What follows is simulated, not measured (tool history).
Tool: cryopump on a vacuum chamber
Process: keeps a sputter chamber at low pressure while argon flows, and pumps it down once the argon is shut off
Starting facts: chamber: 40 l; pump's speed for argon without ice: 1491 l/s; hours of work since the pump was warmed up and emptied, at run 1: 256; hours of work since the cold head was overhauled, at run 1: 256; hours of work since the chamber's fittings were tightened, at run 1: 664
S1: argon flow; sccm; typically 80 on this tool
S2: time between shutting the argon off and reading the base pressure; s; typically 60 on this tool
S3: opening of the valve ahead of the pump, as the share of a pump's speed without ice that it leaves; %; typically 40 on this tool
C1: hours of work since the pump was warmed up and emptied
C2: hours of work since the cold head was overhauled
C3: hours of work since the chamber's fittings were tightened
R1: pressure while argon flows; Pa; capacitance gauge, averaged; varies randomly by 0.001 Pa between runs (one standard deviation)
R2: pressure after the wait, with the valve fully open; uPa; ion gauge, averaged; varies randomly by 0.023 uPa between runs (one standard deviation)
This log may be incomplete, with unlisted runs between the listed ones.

Run 1, hour 0.0: usual settings; C1 256; C2 256; C3 664. Result: R1 0.2616 Pa, R2 1.37 uPa.
Run 2, hour 43.4: usual settings; C1 288; C2 288; C3 696. Result: R1 0.2699 Pa, R2 1.37 uPa.
Run 3, hour 66.2: usual settings; C1 305; C2 305; C3 713. Result: R1 0.2709 Pa, R2 1.47 uPa.
Run 4, hour 89.2: usual settings but S1 77 sccm; C1 322; C2 322; C3 730. Result: R1 0.2654 Pa, R2 1.50 uPa.
At hour 107.1: pump warmed up, emptied and cooled again.
Run 5, hour 125.3: usual settings but S3 20 %; C1 14; C2 345; C3 753. Result: R1 0.4540 Pa, R2 1.14 uPa.
Run 6, hour 165.4: usual settings but S3 20 %; C1 43; C2 375; C3 783. Result: R1 0.4585 Pa, R2 1.19 uPa.
Run 7, hour 205.9: usual settings but S3 20 %; C1 73; C2 405; C3 813. Result: R1 0.4598 Pa, R2 1.19 uPa.
Run 8, hour 243.4: usual settings; C1 101; C2 433; C3 841. Result: R1 0.2354 Pa, R2 1.24 uPa.
Run 9, hour 273.5: usual settings but S3 18 %; C1 124; C2 455; C3 864. Result: R1 0.5115 Pa, R2 1.26 uPa.
Run 10, hour 312.7: usual settings but S3 18 %; C1 153; C2 485; C3 893. Result: R1 0.5213 Pa, R2 1.38 uPa.
Run 11, hour 331.2: usual settings; C1 167; C2 498; C3 906. Result: R1 0.2473 Pa, R2 1.42 uPa.
Run 12, hour 358.3: usual settings; C1 187; C2 518; C3 927. Result: R1 0.2500 Pa, R2 1.43 uPa.
Run 13, hour 387.5: usual settings but S1 95 sccm; C1 208; C2 540; C3 948. Result: R1 0.3003 Pa, R2 1.46 uPa.
Run 14, hour 405.6: usual settings but S1 95 sccm; C1 222; C2 554; C3 962. Result: R1 0.3035 Pa, R2 1.46 uPa.
Run 15, hour 449.0: usual settings; C1 254; C2 586; C3 994. Result: R1 0.2595 Pa, R2 1.55 uPa.
Run 16, hour 480.6: usual settings; C1 278; C2 609; C3 1017. Result: R1 0.2637 Pa, R2 1.60 uPa.
Run 17, hour 523.6: usual settings but S1 49 sccm, S2 41 s; C1 310; C2 641; C3 1049. Result: R1 0.1662 Pa, R2 2.01 uPa.
Run 18, hour 548.8: usual settings but S1 79 sccm, S2 76 s, S3 20 %; C1 328; C2 660; C3 1068. Result: R1 0.4962 Pa, R2 1.66 uPa.
At hour 557.5: pump warmed up, emptied and cooled again.
Run 19, hour 588.0: usual settings but S1 79 sccm, S2 76 s, S3 20 %; C1 23; C2 685; C3 1094. Result: R1 0.4491 Pa, R2 1.19 uPa.
Run 20, hour 607.0: usual settings but S1 91 sccm, S2 94 s, S3 22 %; C1 37; C2 700; C3 1108. Result: R1 0.4734 Pa, R2 1.20 uPa.
Run 21, hour 625.5: usual settings but S2 140 s, S3 29 %; C1 50; C2 713; C3 1121. Result: R1 0.3190 Pa, R2 1.07 uPa.
Run 22, hour 656.3: usual settings but S1 32 sccm, S2 70 s, S3 22 %; C1 73; C2 736; C3 1144. Result: R1 0.1673 Pa, R2 1.35 uPa.
Run 23, hour 683.7: usual settings but S2 233 s; C1 94; C2 757; C3 1165. Result: R1 0.2370 Pa, R2 1.01 uPa.
Run 24, hour 706.8: usual settings but S1 34 sccm, S2 233 s, S3 26 %; C1 111; C2 774; C3 1182. Result: R1 0.1552 Pa, R2 1.08 uPa.
Run 25, hour 734.7: usual settings but S1 34 sccm, S2 233 s, S3 26 %; C1 132; C2 794; C3 1203. Result: R1 0.1554 Pa, R2 1.09 uPa.
Run 26, hour 765.9: usual settings but S1 86 sccm, S3 36 %; C1 155; C2 818; C3 1226. Result: R1 0.2909 Pa, R2 1.56 uPa.
Run 27, hour 787.2: usual settings but S1 149 sccm, S2 99 s; C1 171; C2 833; C3 1242. Result: R1 0.4629 Pa, R2 1.35 uPa.
Run 28, hour 811.1: usual settings but S2 171 s, S3 29 %; C1 188; C2 851; C3 1259. Result: R1 0.3337 Pa, R2 1.25 uPa.
Run 29, hour 843.2: usual settings but S1 138 sccm, S2 233 s, S3 32 %; C1 212; C2 875; C3 1283. Result: R1 0.5356 Pa, R2 1.25 uPa.
Run 30, hour 887.0: usual settings but S1 138 sccm, S2 233 s, S3 16 %; C1 245; C2 908; C3 1316. Result: R1 1.0327 Pa, R2 1.30 uPa.
Run 31, hour 927.8: usual settings but S1 138 sccm, S2 233 s, S3 17 %; C1 275; C2 938; C3 1346. Result: R1 0.9805 Pa, R2 1.37 uPa.

Results per run with the tool's hidden condition removed, run-to-run variation unchanged:
The hidden state here: pump's speed, % of a pump's without ice; cold plate's temperature, K; leak into the chamber, uPa l/s; drift of the gauge itself on working_pa, %; drift of the gauge itself on base_upa, %.
run      R1    R2
  1  0.2256  0.80
  2  0.2272  0.74
  3  0.2245  0.79
  4  0.2168  0.79
  5  0.4519  0.73
  6  0.4534  0.75
  7  0.4515  0.72
  8  0.2242  0.74
  9  0.4978  0.73
 10  0.5036  0.77
 11  0.2278  0.80
 12  0.2275  0.79
 13  0.2698  0.77
 14  0.2704  0.75
 15  0.2263  0.78
 16  0.2262  0.78
 17  0.1390  1.08
 18  0.4482  0.70
 19  0.4458  0.62
 20  0.4679  0.60
 21  0.3128  0.44
 22  0.1639  0.69
 23  0.2263  0.32
 24  0.1497  0.36
 25  0.1490  0.34
 26  0.2712  0.76
 27  0.4244  0.54
 28  0.3107  0.39
 29  0.4892  0.35
 30  0.9775  0.33
 31  0.9154  0.33
